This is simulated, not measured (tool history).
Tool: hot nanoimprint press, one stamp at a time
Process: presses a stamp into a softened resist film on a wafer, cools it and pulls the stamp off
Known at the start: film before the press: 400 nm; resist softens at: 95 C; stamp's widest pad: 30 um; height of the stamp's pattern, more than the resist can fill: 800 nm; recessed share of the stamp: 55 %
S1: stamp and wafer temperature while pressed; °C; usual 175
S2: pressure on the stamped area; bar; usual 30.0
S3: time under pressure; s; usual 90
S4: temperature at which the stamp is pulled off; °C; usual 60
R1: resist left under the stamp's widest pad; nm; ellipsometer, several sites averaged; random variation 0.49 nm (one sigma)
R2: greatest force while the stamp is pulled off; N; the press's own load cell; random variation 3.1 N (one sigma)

Run 1, hour 0.0: usual settings. Result: R1 188.6 nm, R2 176 N.
Run 2, hour 5.6: usual settings but S1 169 °C. Result: R1 232.1 nm, R2 179 N.
Run 3, hour 13.4: usual settings but S3 48 s. Result: R1 229.9 nm, R2 177 N.
Run 4, hour 18.0: usual settings but S2 19.2 bar. Result: R1 237.7 nm, R2 172 N.
Run 5, hour 26.0: usual settings but S2 35.9 bar. Result: R1 171.2 nm, R2 180 N.
Run 6, hour 32.9: usual settings but S4 65 °C. Result: R1 189.6 nm, R2 155 N.
Run 7, hour 38.8: usual settings but S4 65 °C. Result: R1 191.0 nm, R2 165 N.
Run 8, hour 48.1: usual settings but S4 65 °C. Result: R1 190.7 nm, R2 155 N.
Run 9, hour 52.4: usual settings but S1 171 °C, S4 65 °C. Result: R1 218.4 nm, R2 159 N.
Run 10, hour 61.9: usual settings but S1 171 °C, S4 65 °C. Result: R1 218.1 nm, R2 155 N.
Run 11, hour 68.7: usual settings but S1 171 °C, S4 65 °C. Result: R1 217.4 nm, R2 165 N.
Run 12, hour 72.7: usual settings but S1 171 °C, S4 65 °C. Result: R1 217.9 nm, R2 163 N.
Run 13, hour 80.5: usual settings but S1 171 °C, S2 26.2 bar, S4 65 °C. Result: R1 233.4 nm, R2 162 N.
Run 14, hour 85.7: usual settings but S1 165 °C. Result: R1 265.6 nm, R2 194 N.
Run 15, hour 92.7: usual settings but S1 165 °C. Result: R1 265.5 nm, R2 185 N.
Run 16, hour 97.2: usual settings but S1 163 °C, S2 19.7 bar, S3 115 s, S4 49 °C. Result: R1 310.2 nm, R2 245 N.

The next listed run, before its measurement:
Run 17, hour 102.5: usual settings but S1 182 °C. Result: R1 ?, R2 ?.

R1: 151.5 nm
R2: 195 N
Without the tool's hidden state the same run would have given R1 149.0 nm, R2 148 N.
